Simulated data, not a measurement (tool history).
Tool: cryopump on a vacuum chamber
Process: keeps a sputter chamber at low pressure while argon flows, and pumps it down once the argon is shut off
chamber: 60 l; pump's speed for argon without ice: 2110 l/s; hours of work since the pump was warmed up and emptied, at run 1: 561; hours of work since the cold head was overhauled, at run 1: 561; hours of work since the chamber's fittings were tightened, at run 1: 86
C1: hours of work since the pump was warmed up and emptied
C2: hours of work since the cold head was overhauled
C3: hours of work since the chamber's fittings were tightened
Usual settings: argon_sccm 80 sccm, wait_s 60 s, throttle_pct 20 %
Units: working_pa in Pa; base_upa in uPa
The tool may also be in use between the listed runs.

run 1 hour=0.0 | argon_sccm=80 wait_s=60 throttle_pct=20 | C1=561 C2=561 C3=86 | working_pa=0.3327 base_upa=1.37
run 2 hour=18.5 | argon_sccm=80 wait_s=60 throttle_pct=20 | C1=577 C2=577 C3=102 | working_pa=0.3311 base_upa=1.34
run 3 hour=40.4 | argon_sccm=80 wait_s=60 throttle_pct=17 | C1=596 C2=596 C3=122 | working_pa=0.3911 base_upa=1.43
-- hour=63.2 pump warmed up, emptied and cooled again
run 4 hour=65.6 | argon_sccm=80 wait_s=60 throttle_pct=20 | C1=2 C2=614 C3=139 | working_pa=0.3201 base_upa=1.29
run 5 hour=79.3 | argon_sccm=80 wait_s=60 throttle_pct=20 | C1=14 C2=626 C3=151 | working_pa=0.3212 base_upa=1.32
run 6 hour=98.7 | argon_sccm=80 wait_s=60 throttle_pct=57 | C1=31 C2=643 C3=168 | working_pa=0.1133 base_upa=1.38
run 7 hour=118.4 | argon_sccm=69 wait_s=60 throttle_pct=20 | C1=48 C2=660 C3=186 | working_pa=0.2797 base_upa=1.38
run 8 hour=140.9 | argon_sccm=69 wait_s=60 throttle_pct=20 | C1=68 C2=680 C3=205 | working_pa=0.2777 base_upa=1.36
run 9 hour=152.1 | argon_sccm=69 wait_s=60 throttle_pct=20 | C1=78 C2=690 C3=215 | working_pa=0.2789 base_upa=1.37
run 10 hour=173.5 | argon_sccm=69 wait_s=60 throttle_pct=20 | C1=97 C2=708 C3=234 | working_pa=0.2767 base_upa=1.35
run 11 hour=190.7 | argon_sccm=69 wait_s=60 throttle_pct=20 | C1=112 C2=723 C3=249 | working_pa=0.2789 base_upa=1.32
run 12 hour=213.8 | argon_sccm=69 wait_s=60 throttle_pct=20 | C1=132 C2=744 C3=269 | working_pa=0.2800 base_upa=1.34
run 13 hour=227.0 | argon_sccm=69 wait_s=60 throttle_pct=20 | C1=144 C2=755 C3=281 | working_pa=0.2789 base_upa=1.36
run 14 hour=250.0 | argon_sccm=148 wait_s=60 throttle_pct=20 | C1=164 C2=775 C3=301 | working_pa=0.5965 base_upa=1.39
run 15 hour=271.6 | argon_sccm=80 wait_s=178 throttle_pct=20 | C1=183 C2=794 C3=320 | working_pa=0.3230 base_upa=0.64
run 16 hour=282.8 | argon_sccm=36 wait_s=104 throttle_pct=18 | C1=192 C2=804 C3=330 | working_pa=0.1625 base_upa=0.91
run 17 hour=297.5 | argon_sccm=36 wait_s=104 throttle_pct=18 | C1=205 C2=817 C3=342 | working_pa=0.1636 base_upa=0.93
run 18 hour=317.4 | argon_sccm=36 wait_s=104 throttle_pct=18 | C1=223 C2=834 C3=360 | working_pa=0.1631 base_upa=0.92
run 19 hour=339.4 | argon_sccm=36 wait_s=104 throttle_pct=18 | C1=242 C2=854 C3=379 | working_pa=0.1634 base_upa=0.92
run 20 hour=355.3 | argon_sccm=121 wait_s=262 throttle_pct=20 | C1=256 C2=868 C3=393 | working_pa=0.4915 base_upa=0.53
run 21 hour=365.3 | argon_sccm=95 wait_s=60 throttle_pct=20 | C1=265 C2=876 C3=402 | working_pa=0.3883 base_upa=1.38
run 22 hour=380.4 | argon_sccm=95 wait_s=60 throttle_pct=20 | C1=278 C2=890 C3=415 | working_pa=0.3855 base_upa=1.44
run 23 hour=398.4 | argon_sccm=106 wait_s=53 throttle_pct=56 | C1=294 C2=905 C3=431 | working_pa=0.1609 base_upa=1.59
run 24 hour=410.2 | argon_sccm=106 wait_s=53 throttle_pct=56 | C1=304 C2=916 C3=441 | working_pa=0.1605 base_upa=1.62
run 25 hour=425.4 | argon_sccm=97 wait_s=27 throttle_pct=49 | C1=317 C2=929 C3=455 | working_pa=0.1666 base_upa=2.83
run 26 hour=444.0 | argon_sccm=160 wait_s=85 throttle_pct=15 | C1=334 C2=945 C3=471 | working_pa=0.8687 base_upa=1.08
run 27 hour=461.4 | argon_sccm=75 wait_s=71 throttle_pct=43 | C1=349 C2=961 C3=486 | working_pa=0.1464 base_upa=1.29

Forecast each of these 5 alternatives for the next run:
run A hour=480.6 | argon_sccm=79 wait_s=43 throttle_pct=17 | C1=366 C2=977 C3=503 | working_pa=? base_upa=?
run B hour=480.6 | argon_sccm=80 wait_s=60 throttle_pct=18 | C1=366 C2=977 C3=503 | working_pa=? base_upa=?
run C hour=480.6 | argon_sccm=80 wait_s=107 throttle_pct=20 | C1=366 C2=977 C3=503 | working_pa=? base_upa=?
run D hour=480.6 | argon_sccm=107 wait_s=71 throttle_pct=47 | C1=366 C2=977 C3=503 | working_pa=? base_upa=?
run E hour=480.6 | argon_sccm=136 wait_s=71 throttle_pct=25 | C1=366 C2=977 C3=503 | working_pa=? base_upa=?

run=A working_pa=0.3793 base_upa=1.92
run=B working_pa=0.3623 base_upa=1.48
run=C working_pa=0.3274 base_upa=0.93
run=D working_pa=0.1940 base_upa=1.25
run=E working_pa=0.4508 base_upa=1.28
Without the tool's hidden state the same runs would have given:
run=A working_pa=0.3721 base_upa=1.76
run=B working_pa=0.3550 base_upa=1.32
run=C working_pa=0.3202 base_upa=0.78
run=D working_pa=0.1842 base_upa=1.09
run=E working_pa=0.4383 base_upa=1.12
